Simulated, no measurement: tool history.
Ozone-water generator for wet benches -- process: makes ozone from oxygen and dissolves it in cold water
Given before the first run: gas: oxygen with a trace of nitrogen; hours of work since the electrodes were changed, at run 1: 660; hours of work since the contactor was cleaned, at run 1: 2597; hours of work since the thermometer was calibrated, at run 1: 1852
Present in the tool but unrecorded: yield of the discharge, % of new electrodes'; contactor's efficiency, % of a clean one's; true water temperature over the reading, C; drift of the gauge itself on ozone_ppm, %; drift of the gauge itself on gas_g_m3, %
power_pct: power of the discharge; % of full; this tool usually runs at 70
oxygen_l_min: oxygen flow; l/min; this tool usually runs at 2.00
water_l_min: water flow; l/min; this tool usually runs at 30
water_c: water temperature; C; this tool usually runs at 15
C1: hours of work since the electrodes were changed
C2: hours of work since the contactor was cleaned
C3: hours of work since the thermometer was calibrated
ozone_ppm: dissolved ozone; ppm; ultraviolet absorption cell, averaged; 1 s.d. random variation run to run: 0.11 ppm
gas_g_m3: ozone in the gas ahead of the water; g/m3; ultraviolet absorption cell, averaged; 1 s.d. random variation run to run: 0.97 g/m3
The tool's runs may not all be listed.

Run 1, hour 0.0: usual settings; C1 660; C2 2597; C3 1852. Result: ozone_ppm 6.9 ppm, gas_g_m3 165.1 g/m3.
Run 2, hour 26.7: usual settings; C1 678; C2 2615; C3 1870. Result: ozone_ppm 6.9 ppm, gas_g_m3 166.4 g/m3.
Run 3, hour 41.8: usual settings; C1 688; C2 2625; C3 1880. Result: ozone_ppm 6.8 ppm, gas_g_m3 166.1 g/m3.
Run 4, hour 62.5: usual settings; C1 702; C2 2639; C3 1894. Result: ozone_ppm 7.0 ppm, gas_g_m3 167.5 g/m3.
Run 5, hour 83.9: usual settings; C1 717; C2 2653; C3 1909. Result: ozone_ppm 6.8 ppm, gas_g_m3 165.3 g/m3.
Run 6, hour 108.8: usual settings but power_pct 89 % of full; C1 734; C2 2670; C3 1926. Result: ozone_ppm 8.6 ppm, gas_g_m3 200.9 g/m3.
Run 7, hour 126.1: usual settings but power_pct 66 % of full; C1 745; C2 2682; C3 1937. Result: ozone_ppm 6.6 ppm, gas_g_m3 159.6 g/m3.
Run 8, hour 150.9: usual settings but power_pct 66 % of full; C1 762; C2 2699; C3 1954. Result: ozone_ppm 6.5 ppm, gas_g_m3 157.0 g/m3.
Run 9, hour 169.3: usual settings; C1 775; C2 2711; C3 1967. Result: ozone_ppm 7.0 ppm, gas_g_m3 165.7 g/m3.
Run 10, hour 189.1: usual settings but power_pct 60 % of full, oxygen_l_min 2.30 l/min; C1 788; C2 2725; C3 1980. Result: ozone_ppm 6.4 ppm, gas_g_m3 139.2 g/m3.
Run 11, hour 204.2: usual settings but power_pct 51 % of full, oxygen_l_min 1.26 l/min, water_l_min 35 l/min, water_c 10 C; C1 798; C2 2735; C3 1990. Result: ozone_ppm 3.7 ppm, gas_g_m3 159.1 g/m3.
Run 12, hour 219.5: usual settings but oxygen_l_min 1.66 l/min; C1 808; C2 2745; C3 2001. Result: ozone_ppm 6.3 ppm, gas_g_m3 177.9 g/m3.
Run 13, hour 247.3: usual settings but water_c 11 C; C1 827; C2 2764; C3 2019. Result: ozone_ppm 7.0 ppm, gas_g_m3 165.3 g/m3.
Run 14, hour 274.7: usual settings but power_pct 79 % of full; C1 846; C2 2782; C3 2038. Result: ozone_ppm 7.5 ppm, gas_g_m3 181.1 g/m3.
Run 15, hour 304.3: usual settings but power_pct 93 % of full, oxygen_l_min 3.40 l/min, water_l_min 19 l/min, water_c 10 C; C1 866; C2 2802; C3 2058. Result: ozone_ppm 16.2 ppm, gas_g_m3 162.4 g/m3.
Run 16, hour 333.8: usual settings but power_pct 56 % of full, oxygen_l_min 1.94 l/min, water_l_min 21 l/min; C1 886; C2 2822; C3 2078. Result: ozone_ppm 8.2 ppm, gas_g_m3 140.1 g/m3.
Run 17, hour 359.4: usual settings but power_pct 56 % of full, oxygen_l_min 1.94 l/min, water_c 14 C; C1 903; C2 2840; C3 2095. Result: ozone_ppm 5.8 ppm, gas_g_m3 139.2 g/m3.

Below, some changes in gas_g_m3 between adjacent runs. For each, the amount present without the hidden state too (settings, incoming material, random variation) and the amount remaining for the hidden state with gauge scatter not shared by both compared results:
Run 6 -> 7: power_pct 89 -> 66. gas_g_m3 -41.3 g/m3: hidden state +0.2, all else -41.5.
Run 13 -> 14: power_pct 70 -> 79, water_c 11 -> 15. gas_g_m3 +15.8 g/m3: hidden state -0.6, all else +16.4.

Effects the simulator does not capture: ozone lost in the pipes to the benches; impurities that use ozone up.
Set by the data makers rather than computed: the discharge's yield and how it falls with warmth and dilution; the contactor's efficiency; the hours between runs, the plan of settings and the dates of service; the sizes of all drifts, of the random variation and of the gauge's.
